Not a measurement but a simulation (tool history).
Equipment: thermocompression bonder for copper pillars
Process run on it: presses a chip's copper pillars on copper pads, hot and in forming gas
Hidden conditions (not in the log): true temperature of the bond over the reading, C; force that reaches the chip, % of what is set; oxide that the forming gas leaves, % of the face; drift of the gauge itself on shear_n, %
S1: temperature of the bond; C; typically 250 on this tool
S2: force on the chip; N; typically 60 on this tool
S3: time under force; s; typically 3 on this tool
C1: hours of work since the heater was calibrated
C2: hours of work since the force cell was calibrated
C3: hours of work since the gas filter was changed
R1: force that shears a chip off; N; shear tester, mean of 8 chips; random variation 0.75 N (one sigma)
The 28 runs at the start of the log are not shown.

run,hour,S1,S2,S3,C1,C2,C3,R1
29,1955.8,258,66,3,711,176,79,55.4
# hour 1995.3: forming gas filter changed
30,2012.4,258,66,3,752,216,12,59.1
31,2089.9,250,37,2,808,272,68,27.0
# hour 2146.7: forming gas filter changed
32,2186.5,250,37,2,877,342,29,26.6
33,2269.4,250,37,2,937,402,89,25.9
# hour 2296.7: forming gas filter changed
34,2368.1,250,37,2,1008,473,52,26.7
35,2432.8,250,37,2,1055,520,98,25.3
# hour 2446.6: forming gas filter changed
36,2532.8,250,54,2,1127,592,62,33.6
# hour 2599.1: forming gas filter changed
37,2609.2,245,77,7,1182,647,7,67.0

Forecast each of these 3 alternatives for the next run:
# hour 2698.6: heater calibrated with a thermocouple chip
A,2706.6,248,43,2,6,716,76,?
# hour 2698.6: heater calibrated with a thermocouple chip
B,2706.6,245,41,9,6,716,76,?
# hour 2698.6: heater calibrated with a thermocouple chip
C,2706.6,240,62,6,6,716,76,?

run,R1
A,33.5
B,54.1
C,56.2
The same runs, with their run-to-run variation unchanged, on a tool lacking any hidden condition would have given:
run,R1
A,37.1
B,59.7
C,62.0
